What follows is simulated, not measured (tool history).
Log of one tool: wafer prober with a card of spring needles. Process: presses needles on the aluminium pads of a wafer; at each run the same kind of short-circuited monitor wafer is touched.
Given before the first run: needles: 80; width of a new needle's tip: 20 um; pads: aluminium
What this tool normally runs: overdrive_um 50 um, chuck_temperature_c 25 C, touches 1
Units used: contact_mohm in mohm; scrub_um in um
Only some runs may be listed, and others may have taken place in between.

{"run": 1, "hour": 0.0, "overdrive_um": 50, "chuck_temperature_c": 25, "touches": 1, "contact_mohm": 176, "scrub_um": 6.43}
{"hour": 14.1, "done": "tips cleaned on abrasive film"}
{"hour": 29.2, "done": "tips cleaned on abrasive film"}
{"hour": 43.0, "done": "tips cleaned on abrasive film"}
{"run": 2, "hour": 43.0, "overdrive_um": 66, "chuck_temperature_c": 25, "touches": 1, "contact_mohm": 128, "scrub_um": 8.41}
{"hour": 58.1, "done": "tips cleaned on abrasive film"}
{"hour": 70.2, "done": "tips cleaned on abrasive film"}
{"hour": 84.7, "done": "tips cleaned on abrasive film"}
{"hour": 98.9, "done": "tips cleaned on abrasive film"}
{"run": 3, "hour": 98.9, "overdrive_um": 66, "chuck_temperature_c": 25, "touches": 2, "contact_mohm": 126, "scrub_um": 8.45}
{"hour": 114.0, "done": "tips cleaned on abrasive film"}
{"hour": 128.8, "done": "tips cleaned on abrasive film"}
{"run": 4, "hour": 129.1, "overdrive_um": 50, "chuck_temperature_c": 25, "touches": 1, "contact_mohm": 171, "scrub_um": 6.33}
{"hour": 141.2, "done": "tips cleaned on abrasive film"}
{"hour": 156.4, "done": "tips cleaned on abrasive film"}
{"hour": 170.3, "done": "tips cleaned on abrasive film"}
{"hour": 179.4, "done": "tips cleaned on abrasive film, once more"}
{"run": 5, "hour": 184.6, "overdrive_um": 50, "chuck_temperature_c": 25, "touches": 1, "contact_mohm": 424, "scrub_um": 6.31}
{"hour": 193.5, "done": "tips cleaned on abrasive film"}
{"hour": 207.7, "done": "tips cleaned on abrasive film"}
{"hour": 221.0, "done": "tips cleaned on abrasive film"}
{"run": 6, "hour": 221.0, "overdrive_um": 50, "chuck_temperature_c": 25, "touches": 1, "contact_mohm": 154, "scrub_um": 6.24}
{"hour": 233.1, "done": "tips cleaned on abrasive film"}
{"hour": 245.6, "done": "tips cleaned on abrasive film"}
{"run": 7, "hour": 245.6, "overdrive_um": 50, "chuck_temperature_c": 25, "touches": 1, "contact_mohm": 167, "scrub_um": 6.26}
{"hour": 260.4, "done": "tips cleaned on abrasive film"}
{"hour": 260.7, "done": "height of the first contact set anew"}
{"run": 8, "hour": 271.5, "overdrive_um": 69, "chuck_temperature_c": 43, "touches": 1, "contact_mohm": 357, "scrub_um": 8.94}
{"hour": 274.0, "done": "tips cleaned on abrasive film"}
{"hour": 287.8, "done": "tips cleaned on abrasive film"}
{"hour": 302.2, "done": "tips cleaned on abrasive film"}
{"run": 9, "hour": 312.9, "overdrive_um": 49, "chuck_temperature_c": 43, "touches": 1, "contact_mohm": 560, "scrub_um": 6.28}
{"hour": 316.0, "done": "tips cleaned on abrasive film"}
{"hour": 330.0, "done": "tips cleaned on abrasive film"}
{"hour": 344.5, "done": "tips cleaned on abrasive film"}
{"run": 10, "hour": 351.0, "overdrive_um": 43, "chuck_temperature_c": 108, "touches": 1, "contact_mohm": 527, "scrub_um": 5.47}
{"hour": 359.4, "done": "tips cleaned on abrasive film"}
{"hour": 373.8, "done": "tips cleaned on abrasive film"}
{"run": 11, "hour": 378.4, "overdrive_um": 60, "chuck_temperature_c": 30, "touches": 3, "contact_mohm": 192, "scrub_um": 7.71}
{"hour": 387.6, "done": "tips cleaned on abrasive film"}
{"hour": 401.8, "done": "tips cleaned on abrasive film"}
{"run": 12, "hour": 413.8, "overdrive_um": 35, "chuck_temperature_c": 60, "touches": 2, "contact_mohm": 705, "scrub_um": 4.45}

Run 13 comes next. What will it give?
{"hour": 417.0, "done": "tips cleaned on abrasive film"}
{"hour": 430.6, "done": "tips cleaned on abrasive film"}
{"hour": 445.0, "done": "tips cleaned on abrasive film"}
{"run": 13, "hour": 454.2, "overdrive_um": 38, "chuck_temperature_c": 54, "touches": 2, "contact_mohm": "?", "scrub_um": "?"}

{"run 13": {"contact_mohm": 532, "scrub_um": 4.79}}
The same run, on a tool lacking any hidden state, would have yielded contact_mohm 120 mohm, scrub_um 4.90 um.

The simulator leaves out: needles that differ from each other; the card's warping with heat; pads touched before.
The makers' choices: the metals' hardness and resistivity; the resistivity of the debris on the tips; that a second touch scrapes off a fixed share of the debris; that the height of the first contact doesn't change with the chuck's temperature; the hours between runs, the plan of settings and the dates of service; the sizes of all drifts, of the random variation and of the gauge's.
